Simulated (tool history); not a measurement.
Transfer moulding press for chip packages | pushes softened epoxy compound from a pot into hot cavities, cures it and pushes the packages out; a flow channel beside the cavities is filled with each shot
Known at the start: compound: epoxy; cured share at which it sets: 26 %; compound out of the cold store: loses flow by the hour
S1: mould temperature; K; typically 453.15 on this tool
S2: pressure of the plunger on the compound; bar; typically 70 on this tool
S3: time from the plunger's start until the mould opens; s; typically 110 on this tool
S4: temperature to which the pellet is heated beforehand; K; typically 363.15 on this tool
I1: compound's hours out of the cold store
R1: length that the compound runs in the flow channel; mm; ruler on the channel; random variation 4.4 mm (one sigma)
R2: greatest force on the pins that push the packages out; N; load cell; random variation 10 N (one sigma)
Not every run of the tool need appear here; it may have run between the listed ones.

run   hour      S1    S2   S3      S4    I1   R1   R2
  1      0  453.15    70  110  363.15  38.9  570  659
  2   12.5  453.15    70  110  363.15  19.1  632  688
      22.8  -- cavities cleaned with cleaning compound and waxed
  3     32  453.15    70  110  363.15    36  576  496
  4   48.4  453.15    70  110  363.15  28.8  598  560
  5   57.8  453.15    70  110  363.15  26.8  596  605
  6   75.3  453.15    70  110  363.15  42.8  552  641
  7   84.2  453.15    70  110  363.15  44.7  545  656
  8   94.2  453.15    70  110  363.15  43.9  547  683
      97.6  -- mould's thermocouples calibrated
  9  109.2  449.15    70  110  363.15  42.9  556  760
     115.1  -- cavities cleaned with cleaning compound and waxed
     130.6  -- mould's thermocouples calibrated, once more
 10  132.4  453.15  69.7  110  363.15    17  609  523
 11  152.9  453.15    70  126  363.15  41.8  539  560
 12  170.6  453.15    70  126  363.15  10.8  622  602
 13  186.9  453.15    70  110  363.15  25.5  584  678
 14  201.4  453.15    70  110  363.15  18.5  594  698
     206.2  -- cavities cleaned with cleaning compound and waxed
 15  219.8  453.15    70  110  363.15  36.2  548  521
 16  229.2  455.15    70  120  363.15  31.6  558  521
 17  243.9  455.15    70  130  363.15  20.5  578  563
     253.7  -- plunger's sealing rings changed
 18  255.9  455.15    70  130  363.15  40.7  588  592
 19  271.5  455.15    70  130  363.15  10.9  668  619
 20  285.9  455.15    70  130  363.15  34.7  597  612
     298.1  -- cavities cleaned with cleaning compound and waxed
 21  303.5  453.15  54.6   93  359.15  17.5  574  599
 22    319  450.15  70.5  105  367.15  16.3  662  617
 23  332.2  453.15  52.9  110  363.15  34.4  516  587
 24  340.9  453.15    70  106  356.15  12.8  659  646
 25  357.7  453.15    70  106  356.15  45.7  562  675
 26  376.1  453.15  79.3  138  371.15  31.8  626  632
     387.4  -- cavities cleaned with cleaning compound and waxed
 27  395.8  453.15    70  110  357.15  46.3  562  503
 28    405  453.15    70  110  357.15  33.9  589  555

What if the next run were any one of these 3? Each begins from the tool's condition after run 28:
  A  421.7  453.15  70  150  363.15    23   ?   ?
  B  421.7  459.15  70  110  363.15  44.2   ?   ?
  C  421.7  460.15  70  110  363.15  32.9   ?   ?

run   R1   R2
  A  616  543
  B  540  552
  C  571  547
Stripped of hidden state, with their random variation kept, the same runs would have yielded:
run   R1   R2
  A  645  422
  B  566  428
  C  598  426
